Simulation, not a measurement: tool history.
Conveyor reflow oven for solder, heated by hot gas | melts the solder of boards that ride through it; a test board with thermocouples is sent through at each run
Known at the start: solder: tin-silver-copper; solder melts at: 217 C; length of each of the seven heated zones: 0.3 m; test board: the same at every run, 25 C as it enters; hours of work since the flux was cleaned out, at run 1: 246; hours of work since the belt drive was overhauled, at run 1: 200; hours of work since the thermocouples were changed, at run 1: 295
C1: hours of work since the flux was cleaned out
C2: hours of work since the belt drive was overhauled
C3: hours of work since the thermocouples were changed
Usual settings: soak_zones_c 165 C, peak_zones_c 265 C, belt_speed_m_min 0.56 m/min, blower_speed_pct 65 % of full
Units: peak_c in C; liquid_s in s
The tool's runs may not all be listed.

Run 1, hour 0: usual settings; C1 246; C2 200; C3 295. Result: peak_c 250.6 C, liquid_s 45.1 s.
Run 2, hour 32.4: usual settings; C1 264; C2 217; C3 312. Result: peak_c 250.6 C, liquid_s 45 s.
Run 3, hour 49.4: usual settings but soak_zones_c 170 C; C1 273; C2 226; C3 321. Result: peak_c 251.1 C, liquid_s 46.8 s.
Run 4, hour 76.6: usual settings but soak_zones_c 170 C; C1 287; C2 241; C3 335. Result: peak_c 251.4 C, liquid_s 46.6 s.
Run 5, hour 108.8: usual settings but soak_zones_c 170 C; C1 304; C2 258; C3 352. Result: peak_c 251.2 C, liquid_s 46.9 s.
At hour 127.7: flux residue cleaned out of gas plates and filters.
Run 6, hour 141.6: usual settings; C1 7; C2 272; C3 367. Result: peak_c 252.1 C, liquid_s 46.1 s.
Run 7, hour 165.2: usual settings but peak_zones_c 263 C; C1 20; C2 285; C3 380. Result: peak_c 250.1 C, liquid_s 45 s.
Run 8, hour 185.3: usual settings but peak_zones_c 257 C; C1 30; C2 295; C3 390. Result: peak_c 244.6 C, liquid_s 41.4 s.
Run 9, hour 207.6: usual settings but blower_speed_pct 55 % of full; C1 42; C2 307; C3 402. Result: peak_c 250.1 C, liquid_s 44.6 s.
Run 10, hour 239.3: usual settings but peak_zones_c 277 C; C1 59; C2 324; C3 419. Result: peak_c 263.1 C, liquid_s 52 s.
Run 11, hour 271.7: usual settings but soak_zones_c 170 C, peak_zones_c 277 C; C1 76; C2 341; C3 436. Result: peak_c 263.6 C, liquid_s 53.5 s.
Run 12, hour 297.1: usual settings but soak_zones_c 170 C, peak_zones_c 277 C; C1 89; C2 355; C3 449. Result: peak_c 263.9 C, liquid_s 53.6 s.
Run 13, hour 323.6: usual settings but soak_zones_c 170 C, peak_zones_c 277 C; C1 104; C2 369; C3 463. Result: peak_c 263.5 C, liquid_s 53.5 s.
Run 14, hour 354.9: usual settings but soak_zones_c 170 C, peak_zones_c 277 C, belt_speed_m_min 0.631 m/min; C1 120; C2 385; C3 480. Result: peak_c 259.3 C, liquid_s 45 s.
Run 15, hour 370.2: usual settings but soak_zones_c 170 C, peak_zones_c 277 C, belt_speed_m_min 0.631 m/min; C1 128; C2 393; C3 488. Result: peak_c 259.6 C, liquid_s 45.3 s.
Run 16, hour 392.1: usual settings but soak_zones_c 170 C, peak_zones_c 277 C, belt_speed_m_min 0.631 m/min; C1 140; C2 405; C3 499. Result: peak_c 259.3 C, liquid_s 45.2 s.
Run 17, hour 407.8: usual settings but soak_zones_c 170 C, peak_zones_c 272 C, belt_speed_m_min 0.605 m/min, blower_speed_pct 51 % of full; C1 148; C2 413; C3 508. Result: peak_c 253.5 C, liquid_s 43.8 s.

Run 18 comes next. What will it give?
At hour 413.9: belt drive overhauled, speed set with a stopwatch.
Run 18, hour 431.3: usual settings but soak_zones_c 170 C, peak_zones_c 272 C, belt_speed_m_min 0.648 m/min, blower_speed_pct 85 % of full; C1 158; C2 9; C3 518. Result: peak_c ?, liquid_s ?.

Run 18 gave peak_c 257.3 C, liquid_s 43.4 s.
Without the tool's hidden state the same run would have given peak_c 256.7 C, liquid_s 43.1 s.

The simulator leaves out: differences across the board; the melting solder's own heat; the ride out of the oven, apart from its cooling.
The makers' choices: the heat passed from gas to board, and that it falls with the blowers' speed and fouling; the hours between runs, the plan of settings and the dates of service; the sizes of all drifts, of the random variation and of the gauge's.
